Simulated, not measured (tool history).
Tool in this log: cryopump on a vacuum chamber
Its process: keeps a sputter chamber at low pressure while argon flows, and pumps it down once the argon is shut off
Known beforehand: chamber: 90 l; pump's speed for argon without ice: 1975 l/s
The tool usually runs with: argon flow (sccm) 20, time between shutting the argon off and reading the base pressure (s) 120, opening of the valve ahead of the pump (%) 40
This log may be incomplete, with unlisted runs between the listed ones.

run	hour	argon flow (sccm)	time between shutting the argon off and reading the base pressure (s)	opening of the valve ahead of the pump (%)	pressure while argon flows (Pa)	pressure after the wait (uPa)
1	0.0	20	120	40	0.0441	1.07
2	17.9	20	120	40	0.0442	1.06
3	41.7	20	120	48	0.0366	1.05
4	69.7	20	120	40	0.0439	1.10
5	112.8	38	120	40	0.0836	1.10
6	134.5	11	120	40	0.0242	1.11
7	156.5	20	120	45	0.0401	1.10
8	195.9	20	120	45	0.0394	1.08
9	232.9	20	120	45	0.0397	1.14
10	271.9	20	120	40	0.0450	1.10
11	311.3	20	120	40	0.0449	1.14
12	342.0	20	120	40	0.0454	1.12
13	373.8	20	120	40	0.0443	1.17
14	409.8	20	120	40	0.0454	1.11
15	437.9	20	120	40	0.0455	1.20
16	469.2	20	120	40	0.0453	1.17
17	499.7	20	120	40	0.0457	1.21
18	518.3	20	120	40	0.0464	1.19
19	550.6	20	120	40	0.0459	1.17
20	574.0	20	113	23	0.0769	1.27
21	593.9	20	205	25	0.0710	1.05
22	612.3	20	205	25	0.0711	1.03
23	646.5	20	205	25	0.0715	1.06
24	676.3	16	120	40	0.0370	1.22
25	710.6	13	265	29	0.0405	0.94
26	732.4	8	223	40	0.0182	1.01
27	753.1	8	223	40	0.0194	0.96
28	791.1	15	48	36	0.0387	2.01
29	828.9	13	48	40	0.0308	2.06
30	865.6	20	147	40	0.0476	1.21
31	890.1	28	120	26	0.0982	1.30
# hour 899.4: leaking fittings of the chamber tightened, without venting
32	923.8	37	120	33	0.1036	0.70
33	960.2	37	120	33	0.1048	0.73

Predict each of these 4 candidate next runs independently; none follows another, all start after run 33:
A	984.6	20	120	49	?	?
B	984.6	34	62	17	?	?
C	984.6	13	295	18	?	?
D	984.6	8	120	59	?	?

run	pressure while argon flows (Pa)	pressure after the wait (uPa)
A	0.0396	0.70
B	0.1786	1.18
C	0.0647	0.41
D	0.0127	0.76
Without the tool's unlogged condition, the same runs would have read:
run	pressure while argon flows (Pa)	pressure after the wait (uPa)
A	0.0351	0.62
B	0.1709	1.11
C	0.0617	0.34
D	0.0109	0.68
